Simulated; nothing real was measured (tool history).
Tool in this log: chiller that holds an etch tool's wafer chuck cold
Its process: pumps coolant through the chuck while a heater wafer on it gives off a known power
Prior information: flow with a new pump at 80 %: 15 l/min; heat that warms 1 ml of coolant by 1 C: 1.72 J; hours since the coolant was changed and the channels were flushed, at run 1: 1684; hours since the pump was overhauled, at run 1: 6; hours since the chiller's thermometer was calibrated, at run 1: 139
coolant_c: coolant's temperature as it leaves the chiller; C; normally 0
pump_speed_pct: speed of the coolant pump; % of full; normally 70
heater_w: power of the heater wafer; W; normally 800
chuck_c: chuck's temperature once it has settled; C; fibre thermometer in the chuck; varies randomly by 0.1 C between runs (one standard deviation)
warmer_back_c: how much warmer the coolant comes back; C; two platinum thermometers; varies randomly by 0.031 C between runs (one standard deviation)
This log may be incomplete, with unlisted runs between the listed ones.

run     day  coolant_c  pump_speed_pct  heater_w  hours since the coolant was changed and the channels were flushed  hours since the pump was overhauled  hours since the chiller's thermometer was calibrated  chuck_c  warmer_back_c
  1       0          0              70       800                                                               1684                                    6                                                   139      9.3           2.16
  2   1.304          0              70       800                                                               1715                                   38                                                   170      9.3            2.1
  3     3.2          0              70       800                                                               1761                                   83                                                   215      9.4           2.17
  4   4.796          0              70       800                                                               1799                                  122                                                   254      9.3           2.15
  5   6.829          0              66       800                                                               1848                                  170                                                   303      9.7           2.27
  6   8.383          0              66       800                                                               1885                                  208                                                   340      9.8            2.2
  7   9.392          0              66       800                                                               1909                                  232                                                   364      9.7           2.25
  8  11.154          0              73       800                                                               1952                                  274                                                   406      9.1           2.04
  9  13.167          0              73       800                                                               2000                                  322                                                   455        9           2.02
 10  14.625          1              70       800                                                               2035                                  357                                                   490     10.3            2.2
 11  15.567          1              70       800                                                               2058                                  380                                                   512     10.5           2.16
 12  17.083          1              70       800                                                               2094                                  416                                                   549     10.3           2.18
 13  18.012          1              70       800                                                               2116                                  439                                                   571     10.3           2.16
 14  19.167          1              70       800                                                               2144                                  466                                                   599     10.3           2.14
 15  20.371         -4              73       800                                                               2173                                  495                                                   628      5.2           2.01
 16  21.421         -6              70       800                                                               2198                                  520                                                   653      3.5           2.11
 17    22.8         -6              70       800                                                               2231                                  554                                                   686      3.3           2.15
 18  24.746         -6              70       800                                                               2278                                  600                                                   733      3.3           2.12
 19  26.067         -6              70       800                                                               2310                                  632                                                   764      3.6           2.09

Forecast run 20:
 20  27.133         -6              89      1171                                                               2335                                  658                                                   790        ?              ?

chuck_c: 5.7 C
warmer_back_c: 2.51 C
On a tool with no hidden condition, and with the same random variation, this run would have come out at chuck_c 5.1 C, warmer_back_c 2.5 C.
